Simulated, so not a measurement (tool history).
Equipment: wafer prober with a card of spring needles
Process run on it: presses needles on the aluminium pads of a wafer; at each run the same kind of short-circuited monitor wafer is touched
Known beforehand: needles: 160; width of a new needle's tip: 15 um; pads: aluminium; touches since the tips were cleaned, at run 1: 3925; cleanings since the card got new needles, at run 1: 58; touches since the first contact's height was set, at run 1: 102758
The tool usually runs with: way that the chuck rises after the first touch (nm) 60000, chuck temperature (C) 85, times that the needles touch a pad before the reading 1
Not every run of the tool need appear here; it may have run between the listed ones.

run   hour  way that the chuck rises after the first touch (nm)  chuck temperature (C)  times that the needles touch a pad before the reading  touches since the tips were cleaned  cleanings since the card got new needles  touches since the first contact's height was set  resistance of one needle with its contact and lead (mohm)  way that a needle slides on the pad (nm)
  1      0                                                60000                     85                                                      1                                 3925                                        58                                            102758                                                        217                                     14010
       8.4  -- tips cleaned on abrasive film
        23  -- tips cleaned on abrasive film
      38.7  -- tips cleaned on abrasive film
  2   43.6                                                60000                     85                                                      1                                 2294                                        61                                            122901                                                        221                                     13930
      54.7  -- tips cleaned on abrasive film
      70.4  -- tips cleaned on abrasive film
  3   83.3                                                60000                     85                                                      1                                 5998                                        63                                            141242                                                        218                                     13990
      86.8  -- tips cleaned on abrasive film
     101.8  -- tips cleaned on abrasive film
     110.4  -- height of the first contact set anew
     117.4  -- tips cleaned on abrasive film
  4  121.2                                                60000                     46                                                      1                                 1774                                        66                                              5014                                                        213                                     13980
     131.5  -- tips cleaned on abrasive film
     147.5  -- tips cleaned on abrasive film
     162.1  -- tips cleaned on abrasive film
  5  162.1                                                60000                     85                                                      2                                    0                                        69                                             23865                                                        218                                     13840
     177.2  -- tips cleaned on abrasive film
     193.4  -- tips cleaned on abrasive film
  6  195.1                                                60000                     85                                                      2                                  788                                        71                                             39142                                                        219                                     13870
     208.5  -- tips cleaned on abrasive film
  7  215.6                                                52000                     85                                                      2                                 3305                                        72                                             48632                                                        219                                     12030
     224.6  -- tips cleaned on abrasive film
     240.5  -- tips cleaned on abrasive film
  8  249.8                                                52000                     85                                                      2                                 4321                                        74                                             64417                                                        222                                     12060
     256.3  -- tips cleaned on abrasive film
     271.3  -- tips cleaned on abrasive film
  9  276.2                                                52000                     85                                                      1                                 2287                                        76                                             76629                                                        221                                     11990
     286.3  -- tips cleaned on abrasive film
 10  299.6                                                52000                     85                                                      1                                 6165                                        77                                             87453                                                        218                                     12010
       303  -- tips cleaned on abrasive film
     319.9  -- tips cleaned on abrasive film
     335.7  -- tips cleaned on abrasive film
 11  338.4                                                46000                     85                                                      1                                 1233                                        80                                            105345                                                        225                                     10600
     350.8  -- tips cleaned on abrasive film
       365  -- tips cleaned on abrasive film
 12    365                                                60000                     85                                                      1                                    0                                        82                                            117616                                                        218                                     13750
     380.4  -- tips cleaned on abrasive film
       395  -- tips cleaned on abrasive film
     409.4  -- tips cleaned on abrasive film
 13  409.4                                                60000                     85                                                      1                                    0                                        85                                            138137                                                        218                                     13840
     424.3  -- tips cleaned on abrasive film
 14  430.6                                                60000                     85                                                      1                                 2926                                        86                                            147964                                                        218                                     13760
     439.2  -- tips cleaned on abrasive film
     441.7  -- height of the first contact set anew
 15  451.2                                                60000                     85                                                      1                                 5428                                        87                                              4384                                                        220                                     13710
     454.2  -- tips cleaned on abrasive film
     470.2  -- tips cleaned on abrasive film
 16  470.2                                                62000                     52                                                      1                                    0                                        89                                             13160                                                        214                                     14350
     485.6  -- tips cleaned on abrasive film
     502.7  -- tips cleaned on abrasive film
 17    511                                                68000                     41                                                      1                                 3870                                        91                                             32011                                                        209                                     15770
     517.8  -- tips cleaned on abrasive film
     533.5  -- tips cleaned on abrasive film
 18  543.5                                                52000                     50                                                      2                                 4679                                        93                                             47059                                                        214                                     11870
     550.6  -- tips cleaned on abrasive film
     566.8  -- tips cleaned on abrasive film
 19  572.3                                                52000                     50                                                      2                                 2559                                        95                                             60359                                                        212                                     11980
     581.8  -- tips cleaned on abrasive film
     598.1  -- tips cleaned on abrasive film
 20  606.2                                                40000                    111                                                      2                                 3778                                        97                                             76032                                                        229                                      9200
     615.4  -- tips cleaned on abrasive film
     630.4  -- tips cleaned on abrasive film
     646.3  -- tips cleaned on abrasive film
 21  647.4                                                61000                     90                                                      1                                  525                                       100                                             95051                                                        220                                     13850
     662.2  -- tips cleaned on abrasive film
     678.1  -- tips cleaned on abrasive film
 22  681.5                                                61000                     90                                                      2                                 1579                                       102                                            110794                                                        222                                     13920
     693.7  -- tips cleaned on abrasive film
     708.7  -- tips cleaned on abrasive film
 23  721.4                                                57000                     85                                                      2                                 5908                                       104                                            129249                                                        220                                     13110
     724.5  -- tips cleaned on abrasive film
       739  -- tips cleaned on abrasive film
 24  744.9                                                40000                     48                                                      3                                 2709                                       106                                            140075                                                        215                                      9020
     754.9  -- tips cleaned on abrasive film
     771.4  -- tips cleaned on abrasive film
     774.6  -- height of the first contact set anew
 25  785.6                                                61000                     25                                                      1                                 6480                                       108                                              5135                                                        204                                     14040
       788  -- tips cleaned on abrasive film
     804.2  -- tips cleaned on abrasive film
     818.4  -- tips cleaned on abrasive film
 26  825.7                                                68000                     85                                                      1                                 3397                                       111                                             23638                                                        219                                     15540
     832.7  -- tips cleaned on abrasive film
       847  -- tips cleaned on abrasive film
 27  852.8                                                44000                     85                                                      3                                 2684                                       113                                             36154                                                        223                                     10020
       862  -- tips cleaned on abrasive film
       879  -- tips cleaned on abrasive film
     894.1  -- tips cleaned on abrasive film
 28  894.1                                                46000                     69                                                      1                                    0                                       116                                             55226                                                        218                                     10340

The same runs without the tool's hidden state, with the same run-to-run variation:
The hidden state here: debris on the tips, nm; way that the needles fall short of the set height, um; tips' diameter, um; drift of the gauge itself on contact_mohm, %; drift of the gauge itself on scrub_um, %.
run  way that a needle slides on the pad (nm)
  1                                     14010
  2                                     13950
  3                                     14020
  4                                     14020
  5                                     13900
  6                                     13940
  7                                     12100
  8                                     12140
  9                                     12070
 10                                     12110
 11                                     10690
 12                                     13880
 13                                     13990
 14                                     13910
 15                                     13870
 16                                     14520
 17                                     15980
 18                                     12030
 19                                     12150
 20                                      9340
 21                                     14080
 22                                     14170
 23                                     13350
 24                                      9200
 25                                     14310
 26                                     15860
 27                                     10240
 28                                     10580
For resistance of one needle with its contact and lead (mohm), the value without the hidden state is never more than 1 from the measured value.

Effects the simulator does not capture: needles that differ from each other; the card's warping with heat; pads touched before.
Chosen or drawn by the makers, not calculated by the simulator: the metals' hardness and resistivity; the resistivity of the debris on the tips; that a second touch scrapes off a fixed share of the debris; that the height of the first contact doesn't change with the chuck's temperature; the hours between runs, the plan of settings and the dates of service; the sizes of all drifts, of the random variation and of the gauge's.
